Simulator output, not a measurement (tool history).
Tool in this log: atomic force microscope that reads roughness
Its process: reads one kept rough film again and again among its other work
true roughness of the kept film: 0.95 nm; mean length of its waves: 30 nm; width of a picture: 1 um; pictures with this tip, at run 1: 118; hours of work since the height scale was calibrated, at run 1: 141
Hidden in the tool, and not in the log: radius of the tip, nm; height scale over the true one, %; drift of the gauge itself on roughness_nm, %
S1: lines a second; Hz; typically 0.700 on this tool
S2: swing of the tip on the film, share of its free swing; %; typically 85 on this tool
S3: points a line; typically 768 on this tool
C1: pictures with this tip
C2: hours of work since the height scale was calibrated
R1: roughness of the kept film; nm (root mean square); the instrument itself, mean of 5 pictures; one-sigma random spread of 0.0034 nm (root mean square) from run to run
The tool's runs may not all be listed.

run 1 hour=0.0 | S1=0.700 S2=85 S3=768 | C1=118 C2=141 | R1=0.843
run 2 hour=15.9 | S1=0.700 S2=85 S3=768 | C1=136 C2=152 | R1=0.833
run 3 hour=27.9 | S1=0.700 S2=85 S3=768 | C1=149 C2=160 | R1=0.836
run 4 hour=50.4 | S1=0.700 S2=85 S3=597 | C1=174 C2=176 | R1=0.832
run 5 hour=64.8 | S1=0.700 S2=85 S3=597 | C1=189 C2=186 | R1=0.824
run 6 hour=85.2 | S1=0.700 S2=85 S3=597 | C1=212 C2=200 | R1=0.823
run 7 hour=98.6 | S1=0.700 S2=85 S3=300 | C1=226 C2=209 | R1=0.811
run 8 hour=116.0 | S1=0.700 S2=85 S3=300 | C1=245 C2=221 | R1=0.801
run 9 hour=134.5 | S1=0.700 S2=85 S3=300 | C1=266 C2=233 | R1=0.795
run 10 hour=150.9 | S1=0.700 S2=85 S3=300 | C1=284 C2=245 | R1=0.797
-- hour=154.4 new tip fitted
run 11 hour=172.0 | S1=0.700 S2=85 S3=300 | C1=19 C2=259 | R1=0.859
run 12 hour=194.6 | S1=0.700 S2=85 S3=300 | C1=44 C2=274 | R1=0.845
run 13 hour=206.5 | S1=0.700 S2=85 S3=768 | C1=57 C2=282 | R1=0.853
run 14 hour=227.4 | S1=0.700 S2=85 S3=768 | C1=80 C2=297 | R1=0.850
run 15 hour=250.8 | S1=0.700 S2=85 S3=768 | C1=106 C2=313 | R1=0.845
run 16 hour=271.5 | S1=0.700 S2=85 S3=768 | C1=129 C2=327 | R1=0.846
run 17 hour=289.6 | S1=0.700 S2=85 S3=768 | C1=148 C2=340 | R1=0.842
run 18 hour=310.9 | S1=0.529 S2=85 S3=768 | C1=172 C2=354 | R1=0.838
run 19 hour=326.1 | S1=0.529 S2=85 S3=768 | C1=188 C2=365 | R1=0.842
run 20 hour=344.5 | S1=0.529 S2=85 S3=768 | C1=209 C2=377 | R1=0.830
run 21 hour=359.8 | S1=0.529 S2=85 S3=768 | C1=225 C2=388 | R1=0.832
run 22 hour=379.9 | S1=0.529 S2=85 S3=768 | C1=248 C2=401 | R1=0.823
run 23 hour=390.1 | S1=0.529 S2=85 S3=768 | C1=259 C2=408 | R1=0.820
run 24 hour=411.9 | S1=0.529 S2=85 S3=768 | C1=283 C2=423 | R1=0.813
-- hour=416.3 new tip fitted
run 25 hour=432.7 | S1=1.200 S2=85 S3=768 | C1=18 C2=437 | R1=0.834
run 26 hour=450.0 | S1=0.926 S2=63 S3=768 | C1=37 C2=449 | R1=0.877
run 27 hour=473.4 | S1=0.926 S2=63 S3=768 | C1=63 C2=465 | R1=0.874
run 28 hour=495.6 | S1=0.700 S2=77 S3=763 | C1=87 C2=480 | R1=0.855
run 29 hour=506.4 | S1=0.885 S2=85 S3=458 | C1=99 C2=488 | R1=0.832
run 30 hour=524.7 | S1=0.669 S2=55 S3=509 | C1=119 C2=500 | R1=0.862
run 31 hour=545.8 | S1=0.669 S2=55 S3=509 | C1=142 C2=515 | R1=0.860
run 32 hour=556.7 | S1=0.735 S2=80 S3=358 | C1=154 C2=522 | R1=0.825
run 33 hour=577.9 | S1=1.781 S2=90 S3=561 | C1=177 C2=537 | R1=0.749
run 34 hour=593.9 | S1=1.781 S2=90 S3=347 | C1=195 C2=548 | R1=0.747
run 35 hour=606.4 | S1=0.894 S2=63 S3=347 | C1=209 C2=556 | R1=0.825
run 36 hour=622.5 | S1=0.894 S2=63 S3=347 | C1=226 C2=568 | R1=0.830
run 37 hour=640.5 | S1=0.894 S2=63 S3=347 | C1=246 C2=580 | R1=0.830
run 38 hour=659.1 | S1=0.989 S2=59 S3=261 | C1=266 C2=593 | R1=0.817
run 39 hour=677.1 | S1=0.989 S2=59 S3=261 | C1=286 C2=605 | R1=0.814
-- hour=679.0 new tip fitted
run 40 hour=697.8 | S1=0.825 S2=71 S3=273 | C1=20 C2=619 | R1=0.862
run 41 hour=716.5 | S1=2.984 S2=68 S3=413 | C1=41 C2=632 | R1=0.835
run 42 hour=739.2 | S1=2.984 S2=68 S3=413 | C1=66 C2=647 | R1=0.819
run 43 hour=753.8 | S1=2.984 S2=68 S3=413 | C1=82 C2=657 | R1=0.822
run 44 hour=776.1 | S1=2.984 S2=68 S3=413 | C1=106 C2=673 | R1=0.816
run 45 hour=794.0 | S1=1.757 S2=57 S3=339 | C1=126 C2=685 | R1=0.849
run 46 hour=814.8 | S1=1.619 S2=76 S3=339 | C1=149 C2=699 | R1=0.815
run 47 hour=836.0 | S1=3.165 S2=63 S3=848 | C1=172 C2=714 | R1=0.817
run 48 hour=857.9 | S1=0.914 S2=85 S3=768 | C1=196 C2=729 | R1=0.813
run 49 hour=871.4 | S1=0.914 S2=85 S3=768 | C1=211 C2=738 | R1=0.811

Some steps in R1, run to run, broken into two amounts with sign: the step expected even without the hidden condition (settings, incoming material, random variation), and the rest, left for the hidden condition together with whatever gauge scatter is not in both the measured and the hidden-condition-free result:
Run 10 -> 11: new tip fitted. R1 +0.062 nm (root mean square): hidden state +0.057, all else +0.005.
Run 24 -> 25: S1 0.529 -> 1.200, new tip fitted. R1 +0.021 nm (root mean square): hidden state +0.053, all else -0.032.
Run 32 -> 33: S1 0.735 -> 1.781, S2 80 -> 90, S3 358 -> 561. R1 -0.076 nm (root mean square): hidden state -0.001, all else -0.075.
Run 34 -> 35: S1 1.781 -> 0.894, S2 90 -> 63. R1 +0.078 nm (root mean square): hidden state -0.009, all else +0.087.
Run 39 -> 40: S1 0.989 -> 0.825, S2 59 -> 71, S3 261 -> 273, new tip fitted. R1 +0.048 nm (root mean square): hidden state +0.063, all else -0.015.
